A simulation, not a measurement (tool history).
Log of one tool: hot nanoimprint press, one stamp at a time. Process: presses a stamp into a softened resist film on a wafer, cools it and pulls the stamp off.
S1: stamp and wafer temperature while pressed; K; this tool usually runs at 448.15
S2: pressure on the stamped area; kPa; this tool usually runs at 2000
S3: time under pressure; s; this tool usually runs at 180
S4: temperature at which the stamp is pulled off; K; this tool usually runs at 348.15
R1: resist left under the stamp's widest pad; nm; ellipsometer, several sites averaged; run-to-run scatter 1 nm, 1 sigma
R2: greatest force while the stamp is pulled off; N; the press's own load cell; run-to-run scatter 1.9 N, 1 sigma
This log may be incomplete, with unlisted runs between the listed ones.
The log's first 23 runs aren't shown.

run    hour      S1    S2   S3      S4     R1   R2
 24  1500.5  454.15  2000  129  346.15  136.5  233
 25  1558.8  454.15  2000  129  346.15  137.6  231
 26  1626.6  454.15  1440  129  348.15  161.8  228
 27    1685  454.15  1440  129  348.15  164.4  229
 28  1723.7  460.15  1820  129  348.15  113.7  227
     1732.9  -- plate thermocouple calibrated
     1778.7  -- stamp cleaned and given a new release coat
 29    1791  460.15  1820  129  348.15    105  218
 30    1864  460.15  1820  129  348.15  106.1  220
 31  1956.9  460.15  1820  129  348.15  107.6  223

Predict each of these 3 candidate next runs independently; none follows another, all start after run 31:
  A  2020.9  448.15  2000  187  348.15   ?   ?
  B  2020.9  460.15  1510  129  341.15   ?   ?
  C  2020.9  444.15  1820  129  348.15   ?   ?

run     R1   R2
  A  154.1  225
  B  120.6  254
  C  211.6  225
Stripped of hidden state, with their random variation kept, the same runs would have yielded:
run     R1   R2
  A  150.5  218
  B  118.1  247
  C    208  219

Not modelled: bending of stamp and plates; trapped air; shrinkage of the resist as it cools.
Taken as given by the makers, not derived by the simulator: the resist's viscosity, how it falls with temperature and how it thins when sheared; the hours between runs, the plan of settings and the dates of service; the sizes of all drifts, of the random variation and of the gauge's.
